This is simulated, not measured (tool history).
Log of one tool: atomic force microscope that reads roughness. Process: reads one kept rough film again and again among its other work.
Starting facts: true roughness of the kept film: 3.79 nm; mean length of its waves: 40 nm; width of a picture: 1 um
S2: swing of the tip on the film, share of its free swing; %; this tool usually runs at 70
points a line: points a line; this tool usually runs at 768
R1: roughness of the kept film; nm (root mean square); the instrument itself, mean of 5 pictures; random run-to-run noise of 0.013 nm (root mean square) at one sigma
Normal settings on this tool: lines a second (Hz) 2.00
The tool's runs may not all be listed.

Run 1, hour 0.0: usual settings. Result: R1 3.161 nm (root mean square).
Run 2, hour 50.2: usual settings. Result: R1 3.033 nm (root mean square).
Run 3, hour 126.5: usual settings. Result: R1 2.883 nm (root mean square).
At hour 183.9: new tip fitted.
Run 4, hour 195.4: usual settings. Result: R1 3.125 nm (root mean square).
Run 5, hour 279.8: usual settings but S2 77 %. Result: R1 2.834 nm (root mean square).
Run 6, hour 347.9: usual settings. Result: R1 2.799 nm (root mean square).
At hour 364.8: new tip fitted.
Run 7, hour 392.7: usual settings. Result: R1 3.107 nm (root mean square).
Run 8, hour 438.9: usual settings. Result: R1 2.984 nm (root mean square).
Run 9, hour 526.9: usual settings but lines a second (Hz) 3.57, S2 71 %, points a line 325. Result: R1 2.581 nm (root mean square).
At hour 548.0: new tip fitted.
Run 10, hour 580.0: usual settings but lines a second (Hz) 3.57, S2 71 %, points a line 325. Result: R1 2.855 nm (root mean square).
At hour 588.6: height scale calibrated on a step standard.
Run 11, hour 660.1: usual settings but lines a second (Hz) 0.51, S2 86 %, points a line 756. Result: R1 3.030 nm (root mean square).
At hour 733.0: new tip fitted.
Run 12, hour 744.4: usual settings but lines a second (Hz) 1.19, S2 68 %, points a line 272. Result: R1 3.253 nm (root mean square).
Run 13, hour 806.7: usual settings but lines a second (Hz) 1.57, S2 76 %, points a line 541. Result: R1 3.001 nm (root mean square).
Run 14, hour 894.7: usual settings but S2 86 %, points a line 535. Result: R1 2.516 nm (root mean square).
At hour 913.2: new tip fitted.
Run 15, hour 936.4: usual settings but lines a second (Hz) 3.79, S2 65 %, points a line 732. Result: R1 3.019 nm (root mean square).

3 options for the next run, each taken on its own from the tool as it stands now. Forecast them:
At hour 952.2: height scale calibrated on a step standard, once more.
Run A, hour 996.2: usual settings but lines a second (Hz) 2.47, S2 58 %, points a line 970. Result: R1 ?.
At hour 952.2: height scale calibrated on a step standard, once more.
Run B, hour 996.2: usual settings but S2 68 %. Result: R1 ?.
At hour 952.2: height scale calibrated on a step standard, once more.
Run C, hour 996.2: usual settings but lines a second (Hz) 3.79, S2 85 %, points a line 732. Result: R1 ?.

run     R1
  A  3.054
  B  2.954
  C  2.296
With the hidden condition removed and each run's random variation left untouched, the same runs would have given:
run     R1
  A  3.289
  B  3.181
  C  2.473
